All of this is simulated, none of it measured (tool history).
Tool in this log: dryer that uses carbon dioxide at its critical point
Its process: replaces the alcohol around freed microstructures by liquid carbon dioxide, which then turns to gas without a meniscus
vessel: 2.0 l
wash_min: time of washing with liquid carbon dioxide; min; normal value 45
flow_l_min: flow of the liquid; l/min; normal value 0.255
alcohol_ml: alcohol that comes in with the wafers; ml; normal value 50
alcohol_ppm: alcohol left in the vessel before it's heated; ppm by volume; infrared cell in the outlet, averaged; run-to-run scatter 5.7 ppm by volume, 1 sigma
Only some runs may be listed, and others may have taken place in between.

run 1 hour=0.0 | wash_min=45 flow_l_min=0.255 alcohol_ml=50 | alcohol_ppm=197
run 2 hour=27.3 | wash_min=45 flow_l_min=0.255 alcohol_ml=50 | alcohol_ppm=201
run 3 hour=52.7 | wash_min=45 flow_l_min=0.255 alcohol_ml=50 | alcohol_ppm=211
run 4 hour=67.5 | wash_min=45 flow_l_min=0.255 alcohol_ml=50 | alcohol_ppm=206
run 5 hour=86.4 | wash_min=45 flow_l_min=0.255 alcohol_ml=50 | alcohol_ppm=225
run 6 hour=110.5 | wash_min=45 flow_l_min=0.255 alcohol_ml=50 | alcohol_ppm=223
run 7 hour=127.5 | wash_min=45 flow_l_min=0.255 alcohol_ml=50 | alcohol_ppm=238
run 8 hour=161.7 | wash_min=34 flow_l_min=0.255 alcohol_ml=70 | alcohol_ppm=970
run 9 hour=185.5 | wash_min=57 flow_l_min=0.255 alcohol_ml=39 | alcohol_ppm=75
run 10 hour=209.8 | wash_min=66 flow_l_min=0.156 alcohol_ml=52 | alcohol_ppm=405
run 11 hour=227.3 | wash_min=66 flow_l_min=0.184 alcohol_ml=29 | alcohol_ppm=135
run 12 hour=247.4 | wash_min=39 flow_l_min=0.302 alcohol_ml=71 | alcohol_ppm=313
run 13 hour=275.5 | wash_min=71 flow_l_min=0.309 alcohol_ml=25 | alcohol_ppm=37

Alternative continuations, all from the tool just after run 13; predict every row:
run A hour=295.6 | wash_min=48 flow_l_min=0.309 alcohol_ml=25 | alcohol_ppm=?
run B hour=295.6 | wash_min=60 flow_l_min=0.309 alcohol_ml=25 | alcohol_ppm=?
run C hour=295.6 | wash_min=39 flow_l_min=0.220 alcohol_ml=39 | alcohol_ppm=?
run D hour=295.6 | wash_min=70 flow_l_min=0.325 alcohol_ml=21 | alcohol_ppm=?
run E hour=295.6 | wash_min=48 flow_l_min=0.198 alcohol_ml=50 | alcohol_ppm=?

run=A alcohol_ppm=62
run=B alcohol_ppm=36
run=C alcohol_ppm=628
run=D alcohol_ppm=34
run=E alcohol_ppm=562
Take away the tool's hidden state, keep each run's random variation, and the runs would have read:
run=A alcohol_ppm=26
run=B alcohol_ppm=7
run=C alcohol_ppm=486
run=D alcohol_ppm=7
run=E alcohol_ppm=424
